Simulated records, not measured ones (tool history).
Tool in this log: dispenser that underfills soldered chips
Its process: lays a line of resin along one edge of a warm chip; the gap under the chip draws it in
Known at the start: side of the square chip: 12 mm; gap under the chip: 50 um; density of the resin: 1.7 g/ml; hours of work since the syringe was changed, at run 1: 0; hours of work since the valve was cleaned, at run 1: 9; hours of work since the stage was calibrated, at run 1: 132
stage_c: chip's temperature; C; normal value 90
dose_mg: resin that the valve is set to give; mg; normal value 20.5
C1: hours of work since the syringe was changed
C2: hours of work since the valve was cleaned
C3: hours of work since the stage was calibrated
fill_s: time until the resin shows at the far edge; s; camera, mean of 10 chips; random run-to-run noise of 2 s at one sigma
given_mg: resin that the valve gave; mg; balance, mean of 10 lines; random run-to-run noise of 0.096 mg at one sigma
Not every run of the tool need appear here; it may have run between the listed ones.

Run 1, hour 0: usual settings; C1 0; C2 9; C3 132. Result: fill_s 188.1 s, given_mg 20.47 mg.
Run 2, hour 9.6: usual settings; C1 6; C2 15; C3 138. Result: fill_s 275.4 s, given_mg 20.13 mg.
At hour 17.8: new syringe of resin.
Run 3, hour 21.8: usual settings; C1 2; C2 23; C3 145. Result: fill_s 224 s, given_mg 20.06 mg.
At hour 35.5: new syringe of resin.
Run 4, hour 35.7: usual settings but dose_mg 24.2 mg; C1 0; C2 31; C3 153. Result: fill_s 192.7 s, given_mg 23.53 mg.
Run 5, hour 50.8: usual settings but dose_mg 18.5 mg; C1 9; C2 40; C3 163. Result: fill_s 363 s, given_mg 17.92 mg.
At hour 53.3: new syringe of resin.
Run 6, hour 57.9: usual settings but dose_mg 24.6 mg; C1 3; C2 44; C3 167. Result: fill_s 224.6 s, given_mg 23.69 mg.
At hour 71.8: new syringe of resin.
Run 7, hour 73.1: usual settings; C1 1; C2 54; C3 176. Result: fill_s 204 s, given_mg 19.72 mg.
At hour 76.7: dispensing valve cleaned and set on the balance.
Run 8, hour 82.3: usual settings; C1 6; C2 3; C3 181. Result: fill_s 278.4 s, given_mg 20.29 mg.
At hour 90.7: new syringe of resin.
Run 9, hour 95.6: usual settings but dose_mg 26.1 mg; C1 3; C2 11; C3 189. Result: fill_s 219.9 s, given_mg 26.05 mg.
At hour 108.6: new syringe of resin.
Run 10, hour 109.6: usual settings but dose_mg 26.1 mg; C1 1; C2 20; C3 197. Result: fill_s 191 s, given_mg 25.59 mg.
Run 11, hour 124.4: usual settings but dose_mg 26.1 mg; C1 10; C2 29; C3 207. Result: fill_s 338.4 s, given_mg 25.61 mg.
At hour 126.2: new syringe of resin.
Run 12, hour 135.2: usual settings but dose_mg 26.1 mg; C1 6; C2 36; C3 213. Result: fill_s 263.7 s, given_mg 25.4 mg.
At hour 145: new syringe of resin.
Run 13, hour 151.3: usual settings; C1 4; C2 45; C3 223. Result: fill_s 241.9 s, given_mg 19.71 mg.
Run 14, hour 159.9: usual settings; C1 9; C2 51; C3 228. Result: fill_s 347.7 s, given_mg 19.72 mg.
At hour 162.6: new syringe of resin.
At hour 169.4: dispensing valve cleaned and set on the balance.
Run 15, hour 175.3: usual settings; C1 7; C2 4; C3 237. Result: fill_s 294.3 s, given_mg 20.39 mg.
At hour 181.5: new syringe of resin.
Run 16, hour 185.4: usual settings; C1 2; C2 10; C3 243. Result: fill_s 215.7 s, given_mg 20.42 mg.
Run 17, hour 197.9: usual settings; C1 10; C2 17; C3 251. Result: fill_s 354.3 s, given_mg 20.15 mg.
At hour 199.7: new syringe of resin.
Run 18, hour 205.2: usual settings but stage_c 85 C, dose_mg 21.9 mg; C1 3; C2 22; C3 255. Result: fill_s 268.7 s, given_mg 21.39 mg.
At hour 217.9: new syringe of resin.
Run 19, hour 219.8: usual settings but dose_mg 21.8 mg; C1 1; C2 31; C3 264. Result: fill_s 199.3 s, given_mg 21.01 mg.
Run 20, hour 226.9: usual settings but dose_mg 21.8 mg; C1 6; C2 35; C3 268. Result: fill_s 260.4 s, given_mg 21.19 mg.
At hour 236: new syringe of resin.
Run 21, hour 240.6: usual settings but dose_mg 21.8 mg; C1 3; C2 43; C3 276. Result: fill_s 220.8 s, given_mg 21.02 mg.
Run 22, hour 252.7: usual settings but dose_mg 17.8 mg; C1 10; C2 51; C3 284. Result: fill_s 367 s, given_mg 16.97 mg.
At hour 253.7: new syringe of resin.
At hour 261.8: dispensing valve cleaned and set on the balance.
Run 23, hour 269.6: usual settings but dose_mg 17.8 mg; C1 9; C2 5; C3 293. Result: fill_s 340.3 s, given_mg 17.73 mg.
At hour 272.9: new syringe of resin.
Run 24, hour 284.7: usual settings but stage_c 91 C, dose_mg 23.1 mg; C1 7; C2 14; C3 303. Result: fill_s 278.8 s, given_mg 22.69 mg.
At hour 291.7: new syringe of resin.
Run 25, hour 294: usual settings but stage_c 91 C, dose_mg 23.1 mg; C1 1; C2 20; C3 308. Result: fill_s 193.8 s, given_mg 22.59 mg.
Run 26, hour 301.8: usual settings but stage_c 97 C, dose_mg 17.8 mg; C1 6; C2 24; C3 313. Result: fill_s 223.2 s, given_mg 17.25 mg.
At hour 310.4: new syringe of resin.
Run 27, hour 312.5: usual settings but stage_c 101 C, dose_mg 23.4 mg; C1 1; C2 31; C3 319. Result: fill_s 140.3 s, given_mg 22.77 mg.
Run 28, hour 326.2: usual settings but stage_c 99 C, dose_mg 25.9 mg; C1 10; C2 39; C3 328. Result: fill_s 254.7 s, given_mg 25 mg.
At hour 328.9: new syringe of resin.
Run 29, hour 339.4: usual settings but stage_c 99 C, dose_mg 25.9 mg; C1 6; C2 47; C3 336. Result: fill_s 203.6 s, given_mg 24.97 mg.
At hour 347.5: new syringe of resin.
Run 30, hour 352.5: usual settings but stage_c 79 C, dose_mg 18.4 mg; C1 3; C2 55; C3 344. Result: fill_s 326.4 s, given_mg 17.53 mg.
At hour 354.7: dispensing valve cleaned and set on the balance.
At hour 366.3: new syringe of resin.
Run 31, hour 368.2: usual settings but stage_c 104 C, dose_mg 18.1 mg; C1 1; C2 8; C3 352. Result: fill_s 125.5 s, given_mg 17.9 mg.
Run 32, hour 377.8: usual settings but stage_c 91 C, dose_mg 18.1 mg; C1 7; C2 14; C3 358. Result: fill_s 283.6 s, given_mg 17.88 mg.
At hour 384.9: new syringe of resin.
Run 33, hour 388.4: usual settings but stage_c 93 C, dose_mg 22.1 mg; C1 2; C2 20; C3 365. Result: fill_s 188.4 s, given_mg 21.91 mg.
Run 34, hour 395.5: usual settings but stage_c 89 C, dose_mg 18.1 mg; C1 7; C2 25; C3 369. Result: fill_s 295.5 s, given_mg 17.84 mg.

Branching from run 34: 4 alternative next runs. What would each branch give?
At hour 402.5: new syringe of resin.
Run A, hour 410.8: usual settings but stage_c 103 C; C1 5; C2 34; C3 378. Result: fill_s ?, given_mg ?.
At hour 402.5: new syringe of resin.
Run B, hour 410.8: usual settings but stage_c 95 C, dose_mg 18.1 mg; C1 5; C2 34; C3 378. Result: fill_s ?, given_mg ?.
At hour 402.5: new syringe of resin.
Run C, hour 410.8: usual settings but stage_c 104 C, dose_mg 18.7 mg; C1 5; C2 34; C3 378. Result: fill_s ?, given_mg ?.
At hour 402.5: new syringe of resin.
Run D, hour 410.8: usual settings but stage_c 93 C, dose_mg 21.3 mg; C1 5; C2 34; C3 378. Result: fill_s ?, given_mg ?.

run  fill_s  given_mg
  A   159.6     19.88
  B   211.8     17.59
  C   161.3     18.23
  D   220.3      20.7
Without the tool's unlogged condition, the same runs would have read:
run  fill_s  given_mg
  A   124.4     20.41
  B   165.1     18.05
  C   125.3     18.72
  D   172.5     21.25
